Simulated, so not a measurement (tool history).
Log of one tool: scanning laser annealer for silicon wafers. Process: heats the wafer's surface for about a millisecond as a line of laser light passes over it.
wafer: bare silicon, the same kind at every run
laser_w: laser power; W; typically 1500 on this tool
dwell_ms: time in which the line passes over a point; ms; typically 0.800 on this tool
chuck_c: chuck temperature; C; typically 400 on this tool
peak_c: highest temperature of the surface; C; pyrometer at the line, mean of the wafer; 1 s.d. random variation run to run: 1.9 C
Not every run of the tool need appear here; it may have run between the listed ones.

Run 1, hour 0.0: usual settings. Result: peak_c 1113 C.
Run 2, hour 23.4: usual settings but chuck_c 380 C. Result: peak_c 1092 C.
At hour 53.3: window over the wafer cleaned.
Run 3, hour 55.7: usual settings but chuck_c 380 C. Result: peak_c 1092 C.
Run 4, hour 88.6: usual settings but dwell_ms 0.671 ms. Result: peak_c 1060 C.
Run 5, hour 112.0: usual settings but dwell_ms 0.671 ms. Result: peak_c 1061 C.
Run 6, hour 143.3: usual settings but laser_w 1447 W. Result: peak_c 1086 C.
Run 7, hour 175.0: usual settings. Result: peak_c 1110 C.
Run 8, hour 193.5: usual settings but chuck_c 414 C. Result: peak_c 1123 C.
Run 9, hour 212.8: usual settings but chuck_c 427 C. Result: peak_c 1138 C.
Run 10, hour 253.2: usual settings. Result: peak_c 1112 C.
Run 11, hour 277.5: usual settings. Result: peak_c 1114 C.
Run 12, hour 295.2: usual settings but chuck_c 428 C. Result: peak_c 1142 C.
Run 13, hour 327.5: usual settings. Result: peak_c 1113 C.
Run 14, hour 346.8: usual settings but laser_w 1405 W. Result: peak_c 1062 C.
Run 15, hour 376.6: usual settings but laser_w 1405 W. Result: peak_c 1068 C.
Run 16, hour 416.8: usual settings but laser_w 1361 W, dwell_ms 0.712 ms. Result: peak_c 1008 C.
Run 17, hour 449.2: usual settings but laser_w 1576 W, dwell_ms 0.685 ms, chuck_c 395 C. Result: peak_c 1099 C.
Run 18, hour 470.3: usual settings but laser_w 1313 W, dwell_ms 0.606 ms, chuck_c 369 C. Result: peak_c 917 C.
Run 19, hour 499.3: usual settings but laser_w 1403 W, chuck_c 433 C. Result: peak_c 1098 C.
Run 20, hour 526.0: usual settings but chuck_c 368 C. Result: peak_c 1076 C.
Run 21, hour 547.4: usual settings but laser_w 1393 W, dwell_ms 0.678 ms, chuck_c 398 C. Result: peak_c 1015 C.
Run 22, hour 574.0: usual settings but dwell_ms 0.737 ms. Result: peak_c 1087 C.
Run 23, hour 607.9: usual settings but laser_w 1501 W, dwell_ms 0.592 ms, chuck_c 365 C. Result: peak_c 991 C.
Run 24, hour 645.7: usual settings but laser_w 1558 W, dwell_ms 0.758 ms, chuck_c 365 C. Result: peak_c 1091 C.
Run 25, hour 668.1: usual settings but laser_w 1376 W, dwell_ms 0.789 ms, chuck_c 437 C. Result: peak_c 1082 C.
Run 26, hour 709.2: usual settings but laser_w 1332 W, dwell_ms 0.878 ms, chuck_c 437 C. Result: peak_c 1088 C.
Run 27, hour 728.4: usual settings but laser_w 1289 W, dwell_ms 0.570 ms, chuck_c 369 C. Result: peak_c 897 C.

Alternative continuations, all from the tool just after run 27; predict every row:
Run A, hour 745.4: usual settings but laser_w 1604 W, dwell_ms 0.680 ms, chuck_c 369 C. Result: peak_c ?.
Run B, hour 745.4: usual settings but chuck_c 437 C. Result: peak_c ?.
Run C, hour 745.4: usual settings but laser_w 1540 W, dwell_ms 0.928 ms, chuck_c 369 C. Result: peak_c ?.
Run D, hour 745.4: usual settings but laser_w 1557 W, dwell_ms 0.874 ms, chuck_c 369 C. Result: peak_c ?.

run  peak_c
  A    1083
  B    1146
  C    1146
  D    1137
Had the tool no hidden state, the same runs would have come out as:
run  peak_c
  A    1083
  B    1147
  C    1147
  D    1138
